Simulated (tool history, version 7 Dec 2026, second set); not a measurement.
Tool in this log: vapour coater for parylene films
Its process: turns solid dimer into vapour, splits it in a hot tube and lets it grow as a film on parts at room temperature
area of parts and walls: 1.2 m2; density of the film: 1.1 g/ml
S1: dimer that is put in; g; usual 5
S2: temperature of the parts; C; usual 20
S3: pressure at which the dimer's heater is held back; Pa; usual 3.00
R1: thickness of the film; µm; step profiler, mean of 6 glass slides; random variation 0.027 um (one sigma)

run,hour,S1,S2,S3,R1
1,0.0,5,20,3.00,2.00
# hour 9.9: trap's valve overhauled
2,39.8,5,20,3.00,2.14
3,101.1,5,27,3.00,1.72
4,165.3,5,27,3.00,1.67
5,204.0,5,27,3.00,1.66
6,253.0,6,27,3.00,1.99
7,305.7,6,27,3.00,1.99
8,361.8,6,27,3.00,1.95
9,425.6,6,27,3.00,1.94
10,464.7,6,27,3.00,2.00
11,505.3,6,27,3.00,1.99
12,555.8,5,28,3.00,1.54
13,606.5,5,20,3.00,2.09
14,638.3,5,20,3.00,2.08
# hour 644.4: table's thermometer calibrated
15,676.5,6,23,2.42,2.20
16,736.9,2,17,2.08,0.93
# hour 773.0: table's thermometer calibrated, once more
17,773.0,5,22,5.21,1.83
18,808.5,7,21,5.21,2.62
19,870.6,3,20,2.48,1.26
# hour 916.7: trap's valve overhauled
20,938.5,3,20,2.48,1.41
21,994.5,6,20,2.01,2.79
22,1056.9,5,20,4.30,2.12
23,1083.9,4,18,9.37,1.55
24,1133.9,3,14,2.30,1.72
25,1168.0,3,20,5.42,1.21
26,1208.7,5,20,6.70,1.94

Below, some changes in R1 between adjacent runs. For each, the amount present without the hidden state too (settings, incoming material, random variation) and the amount remaining for the hidden state with gauge scatter not shared by both compared results:
What the log doesn't record here: vapour lost through the trap's worn valve, %; true temperature of the parts over the reading, C; drift of the gauge itself on film_um, %.
Run 1 -> 2: trap's valve overhauled. R1 +0.14 µm: hidden state +0.23, all else -0.09.
Run 15 -> 16: S1 6 -> 2, S2 23 -> 17, S3 2.42 -> 2.08. R1 -1.27 µm: hidden state +0.15, all else -1.42.
Run 18 -> 19: S1 7 -> 3, S2 21 -> 20, S3 5.21 -> 2.48. R1 -1.36 µm: hidden state +0.11, all else -1.47.
Run 20 -> 21: S1 3 -> 6, S3 2.48 -> 2.01. R1 +1.38 µm: hidden state -0.04, all else +1.42.
